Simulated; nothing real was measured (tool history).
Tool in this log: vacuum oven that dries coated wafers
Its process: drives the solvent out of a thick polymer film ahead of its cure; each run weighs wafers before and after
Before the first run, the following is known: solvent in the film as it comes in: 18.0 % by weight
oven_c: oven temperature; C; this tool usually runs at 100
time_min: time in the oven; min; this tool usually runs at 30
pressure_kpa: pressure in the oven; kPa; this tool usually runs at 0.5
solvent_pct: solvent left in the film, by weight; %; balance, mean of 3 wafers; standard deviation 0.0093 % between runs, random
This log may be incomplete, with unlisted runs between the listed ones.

run,hour,oven_c,time_min,pressure_kpa,solvent_pct
1,0,100,30,0.5,0.708
2,23.3,100,30,0.5,0.698
3,50.2,100,30,0.5,0.717
4,79.4,100,30,0.5,0.731
5,101.1,115,30,0.5,0.254
6,123.9,115,30,0.5,0.257
# hour 139.5: vacuum gauge cleaned of residue and calibrated
7,166.8,100,30,0.5,0.628
8,195.4,100,30,0.5,0.63
9,234.6,100,30,0.5,0.631
# hour 249.3: oven's thermocouples calibrated
10,258.7,100,30,0.5,0.819
11,289.5,100,30,0.5,0.793
12,314.2,100,30,0.5,0.819
13,346.3,100,30,0.5,0.789
14,373.2,100,30,0.485,0.778
15,409.1,100,30,0.485,0.789
16,450.5,100,30,0.485,0.775
17,479.9,100,31,0.485,0.727
18,506.5,100,30,0.5,0.765
19,547.9,100,30,0.5,0.779
20,576.3,100,30,0.5,0.795
21,600,100,30,1.359,1.389
22,628.1,100,30,1.359,1.365
23,646,100,30,0.5,0.78
24,663,100,30,0.5,0.787
25,685.3,104,30,1.506,1.09
26,707.7,100,21,0.512,1.547
27,733.8,88,45,0.5,1.988

Forecast run 28:
28,752.6,88,45,0.5,?

solvent_pct: 1.98 %
Take away the tool's hidden state, keep the run-to-run variation as it was, and the same run would have given solvent_pct 2.131 %.
